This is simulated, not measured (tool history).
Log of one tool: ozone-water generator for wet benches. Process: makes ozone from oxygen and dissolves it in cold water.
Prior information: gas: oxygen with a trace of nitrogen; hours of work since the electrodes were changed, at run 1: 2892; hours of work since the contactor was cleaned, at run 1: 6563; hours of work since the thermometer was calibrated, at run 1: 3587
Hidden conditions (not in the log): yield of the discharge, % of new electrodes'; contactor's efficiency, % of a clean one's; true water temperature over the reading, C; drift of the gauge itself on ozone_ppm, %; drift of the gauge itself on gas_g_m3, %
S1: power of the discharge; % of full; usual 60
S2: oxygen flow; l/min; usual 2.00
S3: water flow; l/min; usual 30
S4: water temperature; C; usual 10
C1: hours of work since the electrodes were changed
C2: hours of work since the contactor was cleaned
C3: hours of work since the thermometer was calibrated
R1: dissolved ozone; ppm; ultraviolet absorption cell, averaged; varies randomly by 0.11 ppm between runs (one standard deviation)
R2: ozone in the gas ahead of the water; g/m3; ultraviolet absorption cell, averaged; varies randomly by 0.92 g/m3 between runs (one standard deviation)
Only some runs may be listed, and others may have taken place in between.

Run 1, hour 0.0: usual settings; C1 2892; C2 6563; C3 3587. Result: R1 7.1 ppm, R2 148.4 g/m3.
Run 2, hour 49.5: usual settings; C1 2927; C2 6599; C3 3623. Result: R1 6.9 ppm, R2 147.5 g/m3.
Run 3, hour 119.2: usual settings; C1 2978; C2 6649; C3 3673. Result: R1 6.9 ppm, R2 147.5 g/m3.
Run 4, hour 182.6: usual settings; C1 3023; C2 6695; C3 3719. Result: R1 6.8 ppm, R2 146.8 g/m3.
Run 5, hour 258.7: usual settings; C1 3078; C2 6750; C3 3774. Result: R1 6.9 ppm, R2 146.8 g/m3.
Run 6, hour 322.3: usual settings but S1 79 % of full; C1 3124; C2 6796; C3 3820. Result: R1 8.2 ppm, R2 174.0 g/m3.
Run 7, hour 422.3: usual settings but S1 79 % of full; C1 3196; C2 6868; C3 3892. Result: R1 8.3 ppm, R2 174.0 g/m3.
Run 8, hour 512.2: usual settings but S1 79 % of full; C1 3261; C2 6933; C3 3957. Result: R1 8.1 ppm, R2 174.7 g/m3.
Run 9, hour 566.2: usual settings but S1 79 % of full; C1 3300; C2 6972; C3 3996. Result: R1 8.3 ppm, R2 172.9 g/m3.
Run 10, hour 631.2: usual settings but S4 12 C; C1 3347; C2 7019; C3 4043. Result: R1 6.8 ppm, R2 147.2 g/m3.
At hour 646.0: contactor cleaned.
Run 11, hour 729.3: usual settings but S4 12 C; C1 3415; C2 60; C3 4111. Result: R1 7.3 ppm, R2 147.1 g/m3.
Run 12, hour 807.7: usual settings but S4 12 C; C1 3472; C2 117; C3 4167. Result: R1 7.1 ppm, R2 147.6 g/m3.
Run 13, hour 855.5: usual settings but S4 12 C; C1 3506; C2 151; C3 4202. Result: R1 6.9 ppm, R2 146.3 g/m3.
Run 14, hour 915.5: usual settings but S4 12 C; C1 3550; C2 195; C3 4245. Result: R1 7.1 ppm, R2 145.6 g/m3.
Run 15, hour 956.9: usual settings but S3 36 l/min; C1 3579; C2 224; C3 4275. Result: R1 5.9 ppm, R2 146.3 g/m3.
Run 16, hour 1042.9: usual settings but S1 42 % of full, S2 2.53 l/min, S3 47 l/min; C1 3641; C2 286; C3 4337. Result: R1 4.3 ppm, R2 108.8 g/m3.
Run 17, hour 1132.8: usual settings but S1 42 % of full, S2 2.53 l/min, S3 47 l/min; C1 3706; C2 351; C3 4402. Result: R1 4.2 ppm, R2 109.7 g/m3.
Run 18, hour 1177.5: usual settings but S1 42 % of full, S2 2.53 l/min, S3 33 l/min, S4 7 C; C1 3739; C2 384; C3 4434. Result: R1 6.0 ppm, R2 111.2 g/m3.
Run 19, hour 1248.6: usual settings but S1 42 % of full, S2 2.53 l/min, S3 33 l/min, S4 7 C; C1 3790; C2 435; C3 4486. Result: R1 6.3 ppm, R2 109.5 g/m3.
Run 20, hour 1327.2: usual settings but S1 42 % of full, S2 1.11 l/min, S3 33 l/min, S4 7 C; C1 3847; C2 492; C3 4542. Result: R1 3.7 ppm, R2 142.9 g/m3.
Run 21, hour 1378.0: usual settings but S1 57 % of full, S2 2.37 l/min, S3 33 l/min, S4 7 C; C1 3883; C2 528; C3 4579. Result: R1 6.9 ppm, R2 134.3 g/m3.
Run 22, hour 1423.7: usual settings but S2 3.31 l/min, S3 25 l/min; C1 3916; C2 561; C3 4612. Result: R1 10.9 ppm, R2 125.2 g/m3.
Run 23, hour 1508.2: usual settings but S2 3.31 l/min, S3 25 l/min; C1 3977; C2 622; C3 4673. Result: R1 10.6 ppm, R2 124.3 g/m3.
Run 24, hour 1607.7: usual settings but S3 43 l/min; C1 4049; C2 694; C3 4745. Result: R1 4.9 ppm, R2 143.7 g/m3.
Run 25, hour 1677.7: usual settings but S1 80 % of full, S2 1.95 l/min, S3 43 l/min, S4 6 C; C1 4100; C2 745; C3 4795. Result: R1 5.7 ppm, R2 173.9 g/m3.
Run 26, hour 1734.4: usual settings but S1 80 % of full, S2 1.95 l/min, S3 43 l/min, S4 6 C; C1 4141; C2 786; C3 4836. Result: R1 5.7 ppm, R2 175.6 g/m3.
Run 27, hour 1789.6: usual settings but S1 80 % of full, S2 1.95 l/min, S3 43 l/min, S4 6 C; C1 4181; C2 825; C3 4876. Result: R1 5.7 ppm, R2 173.9 g/m3.
Run 28, hour 1856.3: usual settings but S1 80 % of full, S2 1.95 l/min, S3 37 l/min, S4 6 C; C1 4229; C2 874; C3 4924. Result: R1 6.5 ppm, R2 173.2 g/m3.
At hour 1862.5: water thermometer calibrated.
Run 29, hour 1956.7: usual settings but S1 80 % of full, S2 1.95 l/min, S3 37 l/min, S4 6 C; C1 4301; C2 946; C3 68. Result: R1 6.6 ppm, R2 170.6 g/m3.

Predict each of these 3 candidate next runs independently; none follows another, all start after run 29:
Run A, hour 2042.9: usual settings but S2 1.93 l/min; C1 4363; C2 1008; C3 130. Result: R1 ?, R2 ?.
Run B, hour 2042.9: usual settings but S1 55 % of full, S4 5 C; C1 4363; C2 1008; C3 130. Result: R1 ?, R2 ?.
Run C, hour 2042.9: usual settings but S1 80 % of full, S2 1.95 l/min, S3 37 l/min, S4 17 C; C1 4363; C2 1008; C3 130. Result: R1 ?, R2 ?.

run   R1     R2
  A  6.9  146.5
  B  6.8  137.9
  C  6.6  172.8
Without the tool's unlogged condition, the same runs would have read:
run   R1     R2
  A  7.4  156.8
  B  7.3  147.0
  C  7.2  187.6

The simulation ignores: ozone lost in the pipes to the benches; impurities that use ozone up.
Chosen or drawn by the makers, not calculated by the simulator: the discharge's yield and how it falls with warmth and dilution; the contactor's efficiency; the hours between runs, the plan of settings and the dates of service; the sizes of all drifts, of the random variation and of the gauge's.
